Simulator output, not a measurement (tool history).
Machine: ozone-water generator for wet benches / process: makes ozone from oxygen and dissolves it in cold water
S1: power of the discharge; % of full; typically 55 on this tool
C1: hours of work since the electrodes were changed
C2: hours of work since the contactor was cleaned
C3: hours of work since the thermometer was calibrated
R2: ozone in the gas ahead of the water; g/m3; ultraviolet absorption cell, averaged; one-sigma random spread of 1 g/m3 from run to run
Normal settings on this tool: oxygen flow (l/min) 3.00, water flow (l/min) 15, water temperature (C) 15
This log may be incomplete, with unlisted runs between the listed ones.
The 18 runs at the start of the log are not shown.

At hour 2651.6: contactor cleaned.
Run 19, hour 2651.6: usual settings; C1 4495; C2 0; C3 417. Result: dissolved ozone (ppm) 16.9, R2 161.9 g/m3.
At hour 2747.1: water thermometer calibrated, once more.
Run 20, hour 2804.7: usual settings but water flow (l/min) 19, water temperature (C) 14; C1 4642; C2 147; C3 55. Result: dissolved ozone (ppm) 14.1, R2 160.8 g/m3.
Run 21, hour 2950.5: usual settings but water flow (l/min) 19, water temperature (C) 14; C1 4783; C2 287; C3 196. Result: dissolved ozone (ppm) 13.7, R2 159.7 g/m3.
Run 22, hour 3065.6: usual settings but water flow (l/min) 19, water temperature (C) 14; C1 4894; C2 398; C3 307. Result: dissolved ozone (ppm) 14.1, R2 160.5 g/m3.
Run 23, hour 3176.5: usual settings but S1 46 % of full, oxygen flow (l/min) 2.88; C1 5000; C2 505; C3 413. Result: dissolved ozone (ppm) 15.4, R2 150.4 g/m3.
Run 24, hour 3290.9: usual settings but S1 46 % of full, oxygen flow (l/min) 2.88, water flow (l/min) 12, water temperature (C) 18; C1 5110; C2 615; C3 524. Result: dissolved ozone (ppm) 17.8, R2 149.1 g/m3.
At hour 3341.9: electrodes of the discharge changed.
Run 25, hour 3508.6: usual settings but S1 46 % of full, oxygen flow (l/min) 2.88, water flow (l/min) 12, water temperature (C) 18; C1 160; C2 819; C3 727. Result: dissolved ozone (ppm) 19.8, R2 166.9 g/m3.
Run 26, hour 3610.1: usual settings but S1 46 % of full, oxygen flow (l/min) 2.88, water flow (l/min) 12, water temperature (C) 18; C1 258; C2 916; C3 825. Result: dissolved ozone (ppm) 19.7, R2 166.1 g/m3.
Run 27, hour 3802.3: usual settings but S1 46 % of full, oxygen flow (l/min) 2.88, water flow (l/min) 12, water temperature (C) 18; C1 443; C2 1101; C3 1010. Result: dissolved ozone (ppm) 19.5, R2 165.9 g/m3.
Run 28, hour 3940.3: usual settings but S1 46 % of full, oxygen flow (l/min) 2.88, water flow (l/min) 12, water temperature (C) 18; C1 576; C2 1234; C3 1143. Result: dissolved ozone (ppm) 19.4, R2 166.1 g/m3.
Run 29, hour 4034.3: usual settings but S1 46 % of full, oxygen flow (l/min) 2.88, water flow (l/min) 12, water temperature (C) 18; C1 666; C2 1325; C3 1233. Result: dissolved ozone (ppm) 19.5, R2 165.2 g/m3.
Run 30, hour 4247.9: usual settings but S1 58 % of full, oxygen flow (l/min) 2.73, water flow (l/min) 12, water temperature (C) 18; C1 872; C2 1530; C3 1439. Result: dissolved ozone (ppm) 21.8, R2 186.5 g/m3.
Run 31, hour 4418.5: usual settings but S1 58 % of full, oxygen flow (l/min) 2.73, water flow (l/min) 12, water temperature (C) 18; C1 1036; C2 1695; C3 1603. Result: dissolved ozone (ppm) 21.1, R2 188.1 g/m3.
Run 32, hour 4567.8: usual settings but S1 58 % of full, oxygen flow (l/min) 2.73, water flow (l/min) 12, water temperature (C) 18; C1 1180; C2 1838; C3 1747. Result: dissolved ozone (ppm) 20.8, R2 187.6 g/m3.
Run 33, hour 4747.0: usual settings but oxygen flow (l/min) 1.97, water flow (l/min) 22, water temperature (C) 12; C1 1353; C2 2011; C3 1919. Result: dissolved ozone (ppm) 11.3, R2 210.5 g/m3.
Run 34, hour 4881.5: usual settings but water flow (l/min) 20, water temperature (C) 11; C1 1482; C2 2140; C3 2049. Result: dissolved ozone (ppm) 14.4, R2 175.2 g/m3.

Forecast each of these 3 alternatives for the next run:
Run A, hour 5071.8: usual settings but S1 68 % of full, oxygen flow (l/min) 4.75, water flow (l/min) 13; C1 1665; C2 2323; C3 2232. Result: dissolved ozone (ppm) ?, R2 ?.
Run B, hour 5071.8: usual settings but S1 67 % of full, water flow (l/min) 20, water temperature (C) 9; C1 1665; C2 2323; C3 2232. Result: dissolved ozone (ppm) ?, R2 ?.
Run C, hour 5071.8: usual settings but oxygen flow (l/min) 4.52; C1 1665; C2 2323; C3 2232. Result: dissolved ozone (ppm) ?, R2 ?.

run  dissolved ozone (ppm)     R2
  A                   23.1  156.6
  B                   15.9  189.8
  C                   18.7  143.2
Take away the tool's hidden state, keep each run's random variation, and the runs would have read:
run  dissolved ozone (ppm)     R2
  A                   25.2  164.6
  B                   17.4  199.6
  C                   20.3  149.8
